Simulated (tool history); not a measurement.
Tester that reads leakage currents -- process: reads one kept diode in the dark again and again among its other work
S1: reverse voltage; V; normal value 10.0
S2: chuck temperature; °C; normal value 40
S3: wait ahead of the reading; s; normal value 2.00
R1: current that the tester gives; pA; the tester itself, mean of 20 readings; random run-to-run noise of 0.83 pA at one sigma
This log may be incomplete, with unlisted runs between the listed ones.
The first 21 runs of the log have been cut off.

{"run": 22, "hour": 1654.6, "S1": 5.2, "S2": 21, "S3": 2.0, "R1": 41.0}
{"run": 23, "hour": 1728.4, "S1": 6.9, "S2": 25, "S3": 0.38, "R1": 69.77}
{"run": 24, "hour": 1783.9, "S1": 2.5, "S2": 40, "S3": 0.74, "R1": 134.95}
{"run": 25, "hour": 1834.5, "S1": 9.3, "S2": 22, "S3": 9.33, "R1": 59.69}
{"hour": 1886.4, "done": "tester calibrated"}
{"run": 26, "hour": 1918.6, "S1": 10.0, "S2": 24, "S3": 7.4, "R1": 73.82}
{"run": 27, "hour": 1994.8, "S1": 7.1, "S2": 24, "S3": 7.22, "R1": 61.52}
{"run": 28, "hour": 2076.9, "S1": 7.2, "S2": 23, "S3": 0.34, "R1": 60.93}
{"run": 29, "hour": 2122.0, "S1": 7.2, "S2": 23, "S3": 0.34, "R1": 61.36}
{"run": 30, "hour": 2228.5, "S1": 5.0, "S2": 24, "S3": 4.33, "R1": 51.77}
{"run": 31, "hour": 2279.3, "S1": 1.2, "S2": 56, "S3": 1.44, "R1": 304.95}
{"run": 32, "hour": 2327.6, "S1": 6.6, "S2": 26, "S3": 2.71, "R1": 70.92}

Predict each of these 4 candidate next runs independently; none follows another, all start after run 32:
{"run": "A", "hour": 2428.1, "S1": 9.7, "S2": 40, "S3": 2.0, "R1": "?"}
{"run": "B", "hour": 2428.1, "S1": 10.0, "S2": 27, "S3": 2.0, "R1": "?"}
{"run": "C", "hour": 2428.1, "S1": 6.6, "S2": 32, "S3": 2.71, "R1": "?"}
{"run": "D", "hour": 2428.1, "S1": 15.8, "S2": 52, "S3": 6.12, "R1": "?"}

run=A R1=269.58
run=B R1=96.09
run=C R1=116.83
run=D R1=859.54
What these runs would have given with no unlogged condition in the tool:
run=A R1=269.83
run=B R1=96.10
run=C R1=116.91
run=D R1=860.48
